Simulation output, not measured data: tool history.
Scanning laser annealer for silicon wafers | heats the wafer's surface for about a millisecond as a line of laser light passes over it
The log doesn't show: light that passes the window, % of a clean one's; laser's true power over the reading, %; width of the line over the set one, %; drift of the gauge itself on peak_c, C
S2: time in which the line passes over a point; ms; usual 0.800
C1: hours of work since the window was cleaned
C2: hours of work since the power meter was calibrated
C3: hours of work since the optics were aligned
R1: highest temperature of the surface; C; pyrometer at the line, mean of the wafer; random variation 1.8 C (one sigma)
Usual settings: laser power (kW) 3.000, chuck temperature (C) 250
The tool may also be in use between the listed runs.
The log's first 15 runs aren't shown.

Run 16, hour 138.7: usual settings but S2 0.955 ms; C1 406; C2 351; C3 63. Result: R1 1150 C.
At hour 142.6: laser's power meter calibrated.
Run 17, hour 147.0: usual settings but S2 0.955 ms; C1 409; C2 3; C3 66. Result: R1 1150 C.
Run 18, hour 153.3: usual settings but S2 0.955 ms, chuck temperature (C) 261; C1 413; C2 7; C3 70. Result: R1 1163 C.
Run 19, hour 158.7: usual settings but S2 0.955 ms, chuck temperature (C) 261; C1 416; C2 10; C3 74. Result: R1 1158 C.
Run 20, hour 165.6: usual settings but S2 0.669 ms, chuck temperature (C) 261; C1 420; C2 14; C3 78. Result: R1 1001 C.
Run 21, hour 177.2: usual settings but laser power (kW) 2.782; C1 428; C2 21; C3 85. Result: R1 993 C.
Run 22, hour 182.5: usual settings but laser power (kW) 2.597, S2 0.723 ms, chuck temperature (C) 282; C1 431; C2 24; C3 88. Result: R1 925 C.
Run 23, hour 189.9: usual settings but laser power (kW) 2.597, S2 0.723 ms, chuck temperature (C) 282; C1 435; C2 29; C3 93. Result: R1 925 C.
Run 24, hour 197.7: usual settings but laser power (kW) 3.258, S2 0.952 ms; C1 440; C2 34; C3 97. Result: R1 1241 C.
Run 25, hour 208.1: usual settings but S2 0.626 ms, chuck temperature (C) 260; C1 446; C2 40; C3 104. Result: R1 971 C.
At hour 212.7: laser's power meter calibrated, once more.
Run 26, hour 219.9: usual settings but laser power (kW) 3.183, S2 0.678 ms, chuck temperature (C) 219; C1 452; C2 4; C3 109. Result: R1 1015 C.
Run 27, hour 229.2: usual settings but laser power (kW) 2.726, S2 0.841 ms, chuck temperature (C) 252; C1 457; C2 10; C3 115. Result: R1 989 C.
Run 28, hour 237.4: usual settings but laser power (kW) 3.246, S2 0.590 ms, chuck temperature (C) 216; C1 462; C2 15; C3 120. Result: R1 974 C.
Run 29, hour 243.8: usual settings but S2 0.654 ms, chuck temperature (C) 239; C1 466; C2 19; C3 124. Result: R1 964 C.
Run 30, hour 250.1: usual settings but laser power (kW) 2.892, S2 0.865 ms, chuck temperature (C) 287; C1 470; C2 23; C3 128. Result: R1 1092 C.
Run 31, hour 258.3: usual settings but laser power (kW) 2.892, S2 0.865 ms, chuck temperature (C) 287; C1 475; C2 28; C3 133. Result: R1 1091 C.
Run 32, hour 266.0: usual settings but laser power (kW) 2.761, S2 0.583 ms, chuck temperature (C) 263; C1 480; C2 33; C3 137. Result: R1 877 C.
At hour 278.5: window over the wafer cleaned.
Run 33, hour 279.8: usual settings but laser power (kW) 3.177, S2 0.647 ms, chuck temperature (C) 262; C1 1; C2 40; C3 145. Result: R1 1054 C.
Run 34, hour 287.2: usual settings but laser power (kW) 3.046, chuck temperature (C) 266; C1 5; C2 44; C3 149. Result: R1 1108 C.

Run 35 comes next. What will it give?
Run 35, hour 292.0: usual settings but laser power (kW) 3.046, chuck temperature (C) 274; C1 8; C2 47; C3 152. Result: R1 ?.

{"run 35": {"R1": 1116}}
Without the tool's hidden state the same run would have given R1 1123 C.
